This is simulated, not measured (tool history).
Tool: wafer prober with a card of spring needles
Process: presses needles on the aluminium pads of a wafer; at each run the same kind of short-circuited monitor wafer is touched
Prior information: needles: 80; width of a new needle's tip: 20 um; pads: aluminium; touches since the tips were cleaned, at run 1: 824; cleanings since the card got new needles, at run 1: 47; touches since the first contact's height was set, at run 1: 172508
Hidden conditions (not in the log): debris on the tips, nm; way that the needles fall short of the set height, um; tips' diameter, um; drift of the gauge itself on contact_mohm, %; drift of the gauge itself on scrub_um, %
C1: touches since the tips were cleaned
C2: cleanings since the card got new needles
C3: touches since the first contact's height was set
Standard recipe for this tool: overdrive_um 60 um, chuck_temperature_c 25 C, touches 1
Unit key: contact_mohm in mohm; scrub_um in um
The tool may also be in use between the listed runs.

{"run": 1, "day": 0.0, "overdrive_um": 60, "chuck_temperature_c": 25, "touches": 1, "C1": 824, "C2": 47, "C3": 172508, "contact_mohm": 157, "scrub_um": 9.05}
{"day": 0.392, "done": "tips cleaned on abrasive film"}
{"day": 0.925, "done": "tips cleaned on abrasive film"}
{"run": 2, "day": 1.354, "overdrive_um": 60, "chuck_temperature_c": 25, "touches": 1, "C1": 2935, "C2": 49, "C3": 181731, "contact_mohm": 160, "scrub_um": 9.03}
{"day": 1.471, "done": "tips cleaned on abrasive film"}
{"day": 2.042, "done": "tips cleaned on abrasive film"}
{"run": 3, "day": 2.079, "overdrive_um": 60, "chuck_temperature_c": 25, "touches": 1, "C1": 245, "C2": 51, "C3": 186644, "contact_mohm": 158, "scrub_um": 9.0}
{"day": 2.542, "done": "tips cleaned on abrasive film"}
{"day": 3.058, "done": "tips cleaned on abrasive film"}
{"run": 4, "day": 3.338, "overdrive_um": 60, "chuck_temperature_c": 25, "touches": 1, "C1": 1926, "C2": 53, "C3": 195223, "contact_mohm": 158, "scrub_um": 9.14}
{"day": 3.558, "done": "tips cleaned on abrasive film"}
{"day": 4.021, "done": "tips cleaned on abrasive film"}
{"run": 5, "day": 4.238, "overdrive_um": 60, "chuck_temperature_c": 25, "touches": 1, "C1": 1476, "C2": 55, "C3": 201333, "contact_mohm": 160, "scrub_um": 9.01}
{"day": 4.525, "done": "tips cleaned on abrasive film"}
{"day": 5.025, "done": "tips cleaned on abrasive film"}
{"day": 5.496, "done": "tips cleaned on abrasive film"}
{"run": 6, "day": 5.538, "overdrive_um": 60, "chuck_temperature_c": 25, "touches": 1, "C1": 276, "C2": 58, "C3": 210166, "contact_mohm": 161, "scrub_um": 9.02}
{"day": 5.704, "done": "height of the first contact set anew"}
{"day": 5.992, "done": "tips cleaned on abrasive film"}
{"run": 7, "day": 6.292, "overdrive_um": 60, "chuck_temperature_c": 25, "touches": 1, "C1": 2060, "C2": 59, "C3": 3994, "contact_mohm": 161, "scrub_um": 8.97}
{"day": 6.467, "done": "tips cleaned on abrasive film"}
{"day": 6.929, "done": "tips cleaned on abrasive film"}
{"run": 8, "day": 7.138, "overdrive_um": 60, "chuck_temperature_c": 25, "touches": 1, "C1": 1441, "C2": 61, "C3": 9744, "contact_mohm": 158, "scrub_um": 8.97}
{"day": 7.425, "done": "tips cleaned on abrasive film"}
{"run": 9, "day": 7.875, "overdrive_um": 60, "chuck_temperature_c": 25, "touches": 1, "C1": 3091, "C2": 62, "C3": 14785, "contact_mohm": 158, "scrub_um": 9.08}
{"day": 7.996, "done": "tips cleaned on abrasive film"}
{"day": 8.512, "done": "tips cleaned on abrasive film"}
{"run": 10, "day": 8.767, "overdrive_um": 60, "chuck_temperature_c": 25, "touches": 1, "C1": 1747, "C2": 64, "C3": 20829, "contact_mohm": 159, "scrub_um": 9.03}
{"day": 9.046, "done": "tips cleaned on abrasive film"}
{"day": 9.517, "done": "tips cleaned on abrasive film"}
{"run": 11, "day": 9.929, "overdrive_um": 60, "chuck_temperature_c": 25, "touches": 1, "C1": 2842, "C2": 66, "C3": 28748, "contact_mohm": 159, "scrub_um": 9.03}
{"day": 10.042, "done": "tips cleaned on abrasive film"}
{"day": 10.571, "done": "tips cleaned on abrasive film"}
{"run": 12, "day": 10.858, "overdrive_um": 60, "chuck_temperature_c": 25, "touches": 1, "C1": 1971, "C2": 68, "C3": 35057, "contact_mohm": 159, "scrub_um": 8.97}
{"day": 11.033, "done": "tips cleaned on abrasive film"}
{"day": 11.55, "done": "tips cleaned on abrasive film"}
{"run": 13, "day": 11.617, "overdrive_um": 49, "chuck_temperature_c": 35, "touches": 2, "C1": 461, "C2": 70, "C3": 40198, "contact_mohm": 164, "scrub_um": 7.39}
{"day": 12.058, "done": "tips cleaned on abrasive film"}
{"run": 14, "day": 12.504, "overdrive_um": 49, "chuck_temperature_c": 35, "touches": 2, "C1": 3057, "C2": 71, "C3": 46266, "contact_mohm": 167, "scrub_um": 7.38}
{"day": 12.608, "done": "tips cleaned on abrasive film"}
{"day": 13.1, "done": "tips cleaned on abrasive film"}
{"day": 13.596, "done": "tips cleaned on abrasive film"}
{"run": 15, "day": 13.596, "overdrive_um": 60, "chuck_temperature_c": 29, "touches": 2, "C1": 0, "C2": 74, "C3": 53672, "contact_mohm": 159, "scrub_um": 9.0}

What if the next run were any one of these 5? Each begins from the tool's condition after run 15:
{"day": 14.125, "done": "tips cleaned on abrasive film"}
{"run": "A", "day": 14.4, "overdrive_um": 44, "chuck_temperature_c": 25, "touches": 3, "C1": 1895, "C2": 75, "C3": 59146, "contact_mohm": "?", "scrub_um": "?"}
{"day": 14.125, "done": "tips cleaned on abrasive film"}
{"run": "B", "day": 14.4, "overdrive_um": 60, "chuck_temperature_c": 47, "touches": 1, "C1": 1895, "C2": 75, "C3": 59146, "contact_mohm": "?", "scrub_um": "?"}
{"day": 14.125, "done": "tips cleaned on abrasive film"}
{"run": "C", "day": 14.4, "overdrive_um": 60, "chuck_temperature_c": 29, "touches": 2, "C1": 1895, "C2": 75, "C3": 59146, "contact_mohm": "?", "scrub_um": "?"}
{"day": 14.125, "done": "tips cleaned on abrasive film"}
{"run": "D", "day": 14.4, "overdrive_um": 47, "chuck_temperature_c": 25, "touches": 1, "C1": 1895, "C2": 75, "C3": 59146, "contact_mohm": "?", "scrub_um": "?"}
{"day": 14.125, "done": "tips cleaned on abrasive film"}
{"run": "E", "day": 14.4, "overdrive_um": 60, "chuck_temperature_c": 29, "touches": 1, "C1": 1895, "C2": 75, "C3": 59146, "contact_mohm": "?", "scrub_um": "?"}

run=A contact_mohm=169 scrub_um=6.72
run=B contact_mohm=165 scrub_um=9.15
run=C contact_mohm=161 scrub_um=8.96
run=D contact_mohm=163 scrub_um=7.08
run=E contact_mohm=163 scrub_um=9.16
Without the tool's unlogged condition, the same runs would have read:
run=A contact_mohm=168 scrub_um=6.72
run=B contact_mohm=164 scrub_um=9.15
run=C contact_mohm=161 scrub_um=8.96
run=D contact_mohm=163 scrub_um=7.08
run=E contact_mohm=162 scrub_um=9.16
